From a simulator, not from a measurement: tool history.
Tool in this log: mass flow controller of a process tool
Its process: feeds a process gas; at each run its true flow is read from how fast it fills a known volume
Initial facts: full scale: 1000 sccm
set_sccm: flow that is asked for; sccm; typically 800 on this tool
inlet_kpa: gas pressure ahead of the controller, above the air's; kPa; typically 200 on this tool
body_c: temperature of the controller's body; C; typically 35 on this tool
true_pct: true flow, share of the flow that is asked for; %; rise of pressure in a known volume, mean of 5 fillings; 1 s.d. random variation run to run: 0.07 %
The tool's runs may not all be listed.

run	hour	set_sccm	inlet_kpa	body_c	true_pct
1	0	800	200	35	98.51
2	319.9	365	200	35	97.04
3	811.4	365	200	35	96.92
4	1265	365	200	35	97.03
5	1733.7	800	200	35	98.65
6	2135.2	800	200	35	98.61
7	2367.9	800	200	35	98.73
8	2844.3	800	200	35	98.78
9	3171.6	800	200	35	98.88
10	3431	800	200	35	98.84
11	3641.5	800	200	20	100.15
12	4094.5	800	200	20	100.2
13	4352.4	800	177	35	99
14	4568.3	800	177	35	98.92
15	4975.3	800	260	35	98.72
16	5460.5	800	260	35	98.52
17	5849.5	239	260	35	96.84
18	6276.6	800	200	26	99.94
19	6676.4	146	209	24	97.89
# hour 6709.9: controller's zero set anew
20	7124.4	394	200	20	99.11
21	7499.1	394	200	20	99.16
22	7879.9	394	152	20	99.56
# hour 7919.5: controller exchanged for a calibrated one
23	8364.6	127	235	29	97.39
24	8806.9	127	235	29	97.61
25	9032.1	250	224	29	98.04
26	9369.9	800	200	26	100.42
27	9636.4	800	200	26	100.49
28	9901.7	547	253	22	99.43
29	10143.2	194	145	25	98.86
30	10510	194	145	25	98.92
31	10960.8	120	150	39	97.31
32	11443.6	120	150	39	97.42
33	11901.6	120	150	39	97.44
34	12114.5	120	150	39	97.62
35	12319.1	302	200	35	98.1

Here are 3 independent what-if runs from the current tool condition. What would each one return?
A	12629.3	283	200	35	?
B	12629.3	332	178	28	?
C	12629.3	307	145	35	?

run	true_pct
A	98.14
B	99.06
C	98.54
The same runs, with their run-to-run variation unchanged, on a tool lacking any hidden condition would have given:
run	true_pct
A	96.7
B	97.61
C	97.09

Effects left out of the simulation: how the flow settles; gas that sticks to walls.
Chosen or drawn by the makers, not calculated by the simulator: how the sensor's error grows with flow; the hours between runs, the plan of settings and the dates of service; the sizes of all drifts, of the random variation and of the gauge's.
